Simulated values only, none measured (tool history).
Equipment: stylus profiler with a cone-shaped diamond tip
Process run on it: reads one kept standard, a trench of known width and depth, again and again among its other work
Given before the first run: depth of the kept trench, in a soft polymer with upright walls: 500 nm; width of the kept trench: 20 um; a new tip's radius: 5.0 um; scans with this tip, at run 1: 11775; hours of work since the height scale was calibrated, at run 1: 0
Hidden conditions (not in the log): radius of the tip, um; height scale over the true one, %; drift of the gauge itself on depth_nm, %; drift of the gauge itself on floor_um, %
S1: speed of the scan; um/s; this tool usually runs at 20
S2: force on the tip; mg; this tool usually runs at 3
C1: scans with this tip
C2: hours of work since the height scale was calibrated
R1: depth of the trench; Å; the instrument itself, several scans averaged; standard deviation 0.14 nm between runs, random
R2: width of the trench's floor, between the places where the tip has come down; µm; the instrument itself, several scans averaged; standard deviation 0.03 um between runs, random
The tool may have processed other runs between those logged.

run	hour	S1	S2	C1	C2	R1	R2
1	0	20	3	11775	0	5058.4	14.79
2	34.8	20	3	11956	15	5060.6	14.76
3	66.6	20	3	12122	29	5059	14.76
4	124.8	20	3	12426	54	5059.8	14.79
5	169.2	20	3	12658	74	5060.4	14.76
6	215.7	19	3	12901	94	5061.1	14.74
7	257.2	25	3	13118	112	5060.3	14.78
# hour 262.4: height scale calibrated on a step standard
8	312.9	21	3.67	13406	22	5068.2	14.74
9	349.4	9	7.99	13596	38	5118.9	14.81
# hour 376.4: height scale calibrated on a step standard, once more
10	383.4	9	7.99	13771	3	5115	14.74
11	426.1	53	1.65	13994	22	5040.4	14.42
12	483	10	2.73	14291	47	5059.8	14.71
13	514.5	38	5.06	14456	60	5085.2	14.62
14	545.9	28	1.17	14619	74	5029.3	14.53

Consider 3 possible next runs. They are alternatives, not a sequence: every one starts from the tool as it was left by run 14. What does each give?
A	587.9	41	1.46	14839	92	?	?
B	587.9	10	2.27	14839	92	?	?
C	587.9	28	5.94	14839	92	?	?

run	R1	R2
A	5037.4	14.47
B	5051.7	14.74
C	5098.2	14.67
With the hidden condition removed and each run's random variation left untouched, the same runs would have given:
run	R1	R2
A	5038.4	15.33
B	5052.7	15.6
C	5099.2	15.54
